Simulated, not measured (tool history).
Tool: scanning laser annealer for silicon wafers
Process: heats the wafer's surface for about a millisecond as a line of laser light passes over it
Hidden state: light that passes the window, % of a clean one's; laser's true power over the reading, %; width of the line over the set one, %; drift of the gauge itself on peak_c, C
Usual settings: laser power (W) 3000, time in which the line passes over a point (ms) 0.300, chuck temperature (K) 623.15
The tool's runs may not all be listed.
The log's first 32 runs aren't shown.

run    hour  laser power (W)  time in which the line passes over a point (ms)  chuck temperature (K)  hours of work since the window was cleaned  hours of work since the power meter was calibrated  hours of work since the optics were aligned  highest temperature of the surface (K)
 33  1270.8             3000                                            0.293                 598.15                                         434                                                1761                                          784                                 1333.15
 34  1305.2             2895                                            0.271                 598.15                                         453                                                1780                                          803                                 1280.15
 35  1332.7             2598                                            0.279                 634.15                                         469                                                1796                                          819                                 1233.15
 36  1377.2             2598                                            0.279                 599.15                                         494                                                1821                                          844                                 1193.15
 37  1409.4             2598                                            0.272                 637.15                                         513                                                1839                                          863                                 1223.15
 38  1435.2             2573                                            0.315                 647.15                                         527                                                1854                                          877                                 1265.15
 39  1475.7             2573                                            0.315                 647.15                                         550                                                1877                                          900                                 1265.15
     1488.1  -- window over the wafer cleaned
 40  1511.7             3000                                            0.364                 623.15                                          13                                                1896                                          920                                 1463.15

Forecast each of these 3 alternatives for the next run:
  A  1550.2             2984                                            0.303                 596.15                                          35                                                1918                                          941                                       ?
  B  1550.2             3030                                            0.364                 623.15                                          35                                                1918                                          941                                       ?
  C  1550.2             2966                                            0.229                 623.15                                          35                                                1918                                          941                                       ?

run  highest temperature of the surface (K)
  A                                 1366.15
  B                                 1471.15
  C                                 1298.15
Without the tool's hidden state the same runs would have given:
run  highest temperature of the surface (K)
  A                                 1382.15
  B                                 1488.15
  C                                 1311.15
